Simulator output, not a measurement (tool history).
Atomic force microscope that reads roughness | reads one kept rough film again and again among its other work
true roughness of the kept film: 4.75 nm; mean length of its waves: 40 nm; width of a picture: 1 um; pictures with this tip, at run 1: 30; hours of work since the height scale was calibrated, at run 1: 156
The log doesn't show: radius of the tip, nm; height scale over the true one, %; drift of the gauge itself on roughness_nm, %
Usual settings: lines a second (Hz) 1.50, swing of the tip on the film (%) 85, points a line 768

run   hour  lines a second (Hz)  swing of the tip on the film (%)  points a line  pictures with this tip  hours of work since the height scale was calibrated  roughness of the kept film (nm (root mean square))
  1    0.0                 1.50                                85            768                      30                                                  156                                               3.667
  2   26.5                 1.50                                85            768                      55                                                  167                                               3.596
  3   45.0                 1.50                                75            768                      73                                                  175                                               3.619
  4   69.4                 1.50                                75            768                      96                                                  185                                               3.551
  5   90.5                 1.50                                75            768                     116                                                  194                                               3.446
  6  104.4                 1.50                                75            768                     129                                                  199                                               3.405
  7  123.5                 1.50                                75            768                     147                                                  207                                               3.327
  8  142.8                 1.50                                75            768                     165                                                  215                                               3.292
     152.0  -- new tip fitted
  9  159.6                 1.50                                75            768                       7                                                  222                                               3.933
 10  190.7                 1.50                                75            768                      37                                                  235                                               3.824
 11  204.5                 1.50                                88            768                      50                                                  240                                               3.556
 12  220.3                 1.50                                85            768                      65                                                  247                                               3.549
 13  235.2                 1.50                                85            768                      79                                                  253                                               3.466
 14  259.2                 1.50                                85            768                     102                                                  263                                               3.394
 15  286.7                 1.50                                85            768                     128                                                  274                                               3.293
 16  317.2                 0.93                                85            768                     157                                                  287                                               3.316
     336.7  -- new tip fitted
 17  336.7                 3.41                                85            768                       0                                                  294                                               3.410
 18  358.9                 3.41                                85            768                      21                                                  304                                               3.329
 19  373.3                 3.41                                85            768                      34                                                  310                                               3.284
 20  392.2                 3.60                                57            476                      52                                                  317                                               3.778
 21  418.0                 2.25                                85            768                      76                                                  328                                               3.345
 22  435.6                 0.53                                60            768                      93                                                  335                                               3.735
 23  449.9                 0.53                                60            768                     107                                                  341                                               3.703
 24  471.9                 1.67                                75            875                     127                                                  350                                               3.425
 25  500.3                 3.53                                79            267                     154                                                  362                                               2.977
     521.7  -- new tip fitted
 26  521.9                 1.50                                85            324                       0                                                  370                                               3.828
 27  546.6                 1.50                                85            324                      24                                                  381                                               3.693
 28  561.3                 1.50                                85            324                      37                                                  387                                               3.659
 29  584.6                 1.50                                85            519                      59                                                  396                                               3.578
 30  615.6                 0.79                                85            265                      89                                                  409                                               3.589
 31  635.3                 0.79                                85            265                     107                                                  417                                               3.482
 32  658.3                 1.50                                72            380                     129                                                  427                                               3.421
 33  688.6                 1.50                                72            296                     158                                                  439                                               3.301
     705.3  -- new tip fitted
 34  714.4                 1.50                                61            635                       9                                                  449                                               4.087
 35  746.3                 1.50                                61            635                      39                                                  463                                               3.917
 36  768.5                 1.50                                61            635                      60                                                  472                                               3.840
 37  797.2                 1.90                                78            768                      87                                                  483                                               3.470

4 ways to go on from here, each from the tool as it stands after run 37. What would each give?
  A  825.1                 1.09                                78            438                     113                                                  495                                                   ?
  B  825.1                 0.52                                85            283                     113                                                  495                                                   ?
  C  825.1                 0.70                                68            527                     113                                                  495                                                   ?
  D  825.1                 1.62                                64            786                     113                                                  495                                                   ?

run  roughness of the kept film (nm (root mean square))
  A                                               3.515
  B                                               3.550
  C                                               3.643
  D                                               3.604
Without the tool's hidden state the same runs would have given:
run  roughness of the kept film (nm (root mean square))
  A                                               4.017
  B                                               4.057
  C                                               4.162
  D                                               4.120
